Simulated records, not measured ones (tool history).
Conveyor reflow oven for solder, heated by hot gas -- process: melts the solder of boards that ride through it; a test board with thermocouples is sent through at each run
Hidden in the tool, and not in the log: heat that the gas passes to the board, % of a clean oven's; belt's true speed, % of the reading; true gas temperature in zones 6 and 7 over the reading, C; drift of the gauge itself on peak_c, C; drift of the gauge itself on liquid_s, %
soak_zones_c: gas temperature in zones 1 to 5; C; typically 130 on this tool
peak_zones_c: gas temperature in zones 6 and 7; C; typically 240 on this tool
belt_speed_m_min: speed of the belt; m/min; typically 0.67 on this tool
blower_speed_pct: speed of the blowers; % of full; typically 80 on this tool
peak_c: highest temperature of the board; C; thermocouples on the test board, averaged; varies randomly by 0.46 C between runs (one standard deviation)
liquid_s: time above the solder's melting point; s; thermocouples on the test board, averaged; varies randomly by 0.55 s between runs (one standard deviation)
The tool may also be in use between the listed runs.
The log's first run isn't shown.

run    day  soak_zones_c  peak_zones_c  belt_speed_m_min  blower_speed_pct  hours of work since the flux was cleaned out  hours of work since the belt drive was overhauled  hours of work since the thermocouples were changed  peak_c  liquid_s
  2  0.533           130           240              0.67                80                                           194                                                423                                                 536   214.8      47.9
  3  1.012           130           240              0.67                80                                           201                                                431                                                 543   214.7      49.2
  4  1.383           130           240              0.67                80                                           206                                                436                                                 549   215.2      48.8
  5  2.021           130           240              0.67                80                                           216                                                445                                                 558   215.2      48.7
  6  2.492           130           240              0.67                80                                           222                                                452                                                 565   215.4      48.7
  7  3.092           130           240             0.755                80                                           231                                                461                                                 574   209.3        39
  8  3.692           130           240             0.755                80                                           240                                                470                                                 582   209.7      38.2
  9  4.546           130           240             0.755                80                                           252                                                482                                                 595   209.3        38
 10   4.95           130           240             0.755                80                                           258                                                488                                                 601   208.6      37.4
 11   5.85           144           240              0.67                80                                           272                                                501                                                 614   217.7      55.7
 12  6.758           130           240              0.67                80                                           285                                                514                                                 627   214.5      47.8
 13  7.138           130           240              0.67                80                                           290                                                520                                                 633   214.2      48.1
     7.383  -- belt drive overhauled, speed set with a stopwatch
 14   8.05           130           240              0.67                80                                           301                                                 10                                                 644   213.4      48.5
 15  8.467           130           240              0.67                80                                           307                                                 16                                                 650     214        48
 16  9.096           130           240              0.67                80                                           317                                                 25                                                 659   213.5      48.2

Run 17 is up next; what results do you expect?
 17  9.929           130           240              0.67                80                                           329                                                 37                                                 671       ?         ?

{"run 17": {"peak_c": 213.7, "liquid_s": 46.7}}
Minus the tool's unlogged condition, the same run would have read peak_c 219.6 C, liquid_s 51.5 s.
